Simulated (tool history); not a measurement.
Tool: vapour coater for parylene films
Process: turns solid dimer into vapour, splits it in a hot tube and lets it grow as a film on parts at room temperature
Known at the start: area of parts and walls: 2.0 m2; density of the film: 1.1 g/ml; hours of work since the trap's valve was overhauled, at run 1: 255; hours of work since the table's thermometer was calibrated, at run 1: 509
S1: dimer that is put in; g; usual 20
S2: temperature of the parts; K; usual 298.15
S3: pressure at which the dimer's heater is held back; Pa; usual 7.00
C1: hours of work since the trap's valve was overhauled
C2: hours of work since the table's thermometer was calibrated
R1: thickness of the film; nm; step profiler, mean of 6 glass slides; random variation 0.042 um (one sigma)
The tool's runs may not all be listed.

{"run": 1, "hour": 0.0, "S1": 20, "S2": 298.15, "S3": 7.0, "C1": 255, "C2": 509, "R1": 5950}
{"run": 2, "hour": 24.8, "S1": 20, "S2": 298.15, "S3": 7.0, "C1": 269, "C2": 523, "R1": 5910}
{"run": 3, "hour": 54.9, "S1": 20, "S2": 298.15, "S3": 7.0, "C1": 285, "C2": 539, "R1": 5970}
{"run": 4, "hour": 92.0, "S1": 20, "S2": 298.15, "S3": 7.0, "C1": 305, "C2": 559, "R1": 5800}
{"run": 5, "hour": 115.1, "S1": 20, "S2": 298.15, "S3": 9.86, "C1": 318, "C2": 572, "R1": 5560}
{"run": 6, "hour": 133.9, "S1": 20, "S2": 298.15, "S3": 7.0, "C1": 328, "C2": 582, "R1": 5870}
{"run": 7, "hour": 164.6, "S1": 20, "S2": 298.15, "S3": 7.0, "C1": 345, "C2": 599, "R1": 5900}
{"run": 8, "hour": 199.0, "S1": 20, "S2": 298.15, "S3": 7.0, "C1": 363, "C2": 617, "R1": 5850}
{"run": 9, "hour": 218.5, "S1": 20, "S2": 298.15, "S3": 7.0, "C1": 374, "C2": 628, "R1": 5860}
{"run": 10, "hour": 246.3, "S1": 20, "S2": 298.15, "S3": 7.0, "C1": 389, "C2": 643, "R1": 5960}
{"run": 11, "hour": 278.2, "S1": 20, "S2": 298.15, "S3": 7.0, "C1": 407, "C2": 660, "R1": 5940}
{"run": 12, "hour": 308.3, "S1": 20, "S2": 298.15, "S3": 7.0, "C1": 423, "C2": 677, "R1": 5830}
{"run": 13, "hour": 339.1, "S1": 20, "S2": 298.15, "S3": 7.0, "C1": 440, "C2": 693, "R1": 5910}
{"run": 14, "hour": 359.8, "S1": 20, "S2": 298.15, "S3": 7.0, "C1": 451, "C2": 705, "R1": 5930}
{"run": 15, "hour": 396.8, "S1": 20, "S2": 298.15, "S3": 7.0, "C1": 471, "C2": 725, "R1": 5880}
{"run": 16, "hour": 423.3, "S1": 20, "S2": 298.15, "S3": 7.0, "C1": 485, "C2": 739, "R1": 5860}
{"run": 17, "hour": 454.6, "S1": 20, "S2": 306.15, "S3": 7.0, "C1": 502, "C2": 756, "R1": 4650}
{"run": 18, "hour": 479.3, "S1": 13, "S2": 306.15, "S3": 2.81, "C1": 516, "C2": 770, "R1": 3500}
{"run": 19, "hour": 508.6, "S1": 26, "S2": 298.15, "S3": 7.96, "C1": 532, "C2": 786, "R1": 7530}
{"run": 20, "hour": 538.8, "S1": 20, "S2": 308.15, "S3": 7.48, "C1": 548, "C2": 802, "R1": 4260}

4 ways to go on from here, each from the tool as it stands after run 20. What would each give?
{"run": "A", "hour": 568.1, "S1": 20, "S2": 292.15, "S3": 6.7, "C1": 564, "C2": 818, "R1": "?"}
{"run": "B", "hour": 568.1, "S1": 20, "S2": 306.15, "S3": 7.48, "C1": 564, "C2": 818, "R1": "?"}
{"run": "C", "hour": 568.1, "S1": 8, "S2": 298.15, "S3": 11.25, "C1": 564, "C2": 818, "R1": "?"}
{"run": "D", "hour": 568.1, "S1": 21, "S2": 295.15, "S3": 5.7, "C1": 564, "C2": 818, "R1": "?"}

run=A R1=7040
run=B R1=4540
run=C R1=2170
run=D R1=7010
Without the tool's hidden state the same runs would have given:
run=A R1=7060
run=B R1=4560
run=C R1=2180
run=D R1=7030
